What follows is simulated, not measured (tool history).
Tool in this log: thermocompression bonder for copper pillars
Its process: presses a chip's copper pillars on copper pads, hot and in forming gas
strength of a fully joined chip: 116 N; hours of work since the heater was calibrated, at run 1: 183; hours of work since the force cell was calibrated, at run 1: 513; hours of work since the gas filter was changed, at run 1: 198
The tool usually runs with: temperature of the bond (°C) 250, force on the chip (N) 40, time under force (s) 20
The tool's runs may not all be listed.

| run | hour | temperature of the bond (°C) | force on the chip (N) | time under force (s) | hours of work since the heater was calibrated | hours of work since the force cell was calibrated | hours of work since the gas filter was changed | force that shears a chip off (N) |
|---|---|---|---|---|---|---|---|---|
| 1 | 0.0 | 250 | 40 | 20 | 183 | 513 | 198 | 48.8 |
| 2 | 20.4 | 250 | 40 | 20 | 193 | 523 | 208 | 48.2 |
| 3 | 39.5 | 250 | 40 | 20 | 203 | 533 | 218 | 48.4 |
| 4 | 62.6 | 250 | 40 | 20 | 215 | 545 | 230 | 47.1 |
| 5 | 82.1 | 250 | 40 | 20 | 225 | 555 | 240 | 47.7 |
| 6 | 93.5 | 250 | 40 | 21 | 231 | 561 | 246 | 48.7 |
|  | 103.6 | forming gas filter changed |
| 7 | 118.1 | 250 | 40 | 21 | 243 | 573 | 7 | 53.3 |
| 8 | 137.5 | 250 | 40 | 21 | 253 | 583 | 17 | 52.6 |
|  | 140.8 | force cell calibrated |
| 9 | 154.7 | 250 | 40 | 21 | 261 | 7 | 26 | 51.9 |
| 10 | 168.3 | 250 | 40 | 21 | 268 | 14 | 32 | 50.4 |
| 11 | 193.6 | 250 | 40 | 21 | 281 | 27 | 45 | 50.7 |
| 12 | 218.6 | 250 | 40 | 21 | 294 | 40 | 58 | 50.9 |

What does the tool deliver on the next run?
|  | 226.9 | force cell calibrated, once more |
| 13 | 233.0 | 250 | 40 | 21 | 301 | 3 | 65 | ? |

{"run 13": {"force that shears a chip off (N)": 54.2}}
Minus the tool's unlogged condition, the same run would have read force that shears a chip off (N) 58.9.

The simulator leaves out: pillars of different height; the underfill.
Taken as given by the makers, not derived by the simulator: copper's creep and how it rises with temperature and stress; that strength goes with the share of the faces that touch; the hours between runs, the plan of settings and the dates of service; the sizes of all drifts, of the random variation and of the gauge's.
